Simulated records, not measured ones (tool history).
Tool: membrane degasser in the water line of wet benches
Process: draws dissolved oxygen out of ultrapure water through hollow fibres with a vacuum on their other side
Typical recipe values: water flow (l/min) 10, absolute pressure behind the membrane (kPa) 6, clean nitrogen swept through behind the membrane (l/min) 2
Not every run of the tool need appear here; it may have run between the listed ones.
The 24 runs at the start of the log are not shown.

run	day	water flow (l/min)	absolute pressure behind the membrane (kPa)	clean nitrogen swept through behind the membrane (l/min)	hours since the membrane was changed	hours since the vacuum gauge was calibrated	hours since the vacuum lines were made tight	dissolved oxygen in the water behind the degasser (ppb)	pressure that the water loses in the fibres (kPa)
25	181.671	11	4.05	1.08	8455	1894	5498	44.7	50.02
26	191.917	11	4.05	1.08	8701	2139	5744	45.2	50.01
27	201.579	11	12.06	2.02	8933	2371	5976	141.2	50.43
28	207.296	11	12.06	2.02	9070	2509	6113	141.6	50.16
29	215.171	7	3.8	2	9259	2698	6303	7.8	32.51
30	224.588	9	6	5.18	9486	2924	6529	21.2	41.39
31	231.588	9	6	5.18	9653	3092	6696	20.9	41.49
32	237.304	9	6	5.18	9791	3229	6834	20.6	41.42

What if the next run were any one of these 3? Each begins from the tool's condition after run 32:
A	243.996	8	10.05	2	9951	3389	6994	?	?
B	243.996	8	5.06	2.88	9951	3389	6994	?	?
C	243.996	9	6	1.22	9951	3389	6994	?	?

run	dissolved oxygen in the water behind the degasser (ppb)	pressure that the water loses in the fibres (kPa)
A	72.4	36.71
B	17.6	36.69
C	60	41.36
Without the tool's hidden state the same runs would have given:
run	dissolved oxygen in the water behind the degasser (ppb)	pressure that the water loses in the fibres (kPa)
A	68.7	35.78
B	15.8	35.75
C	55.6	40.31
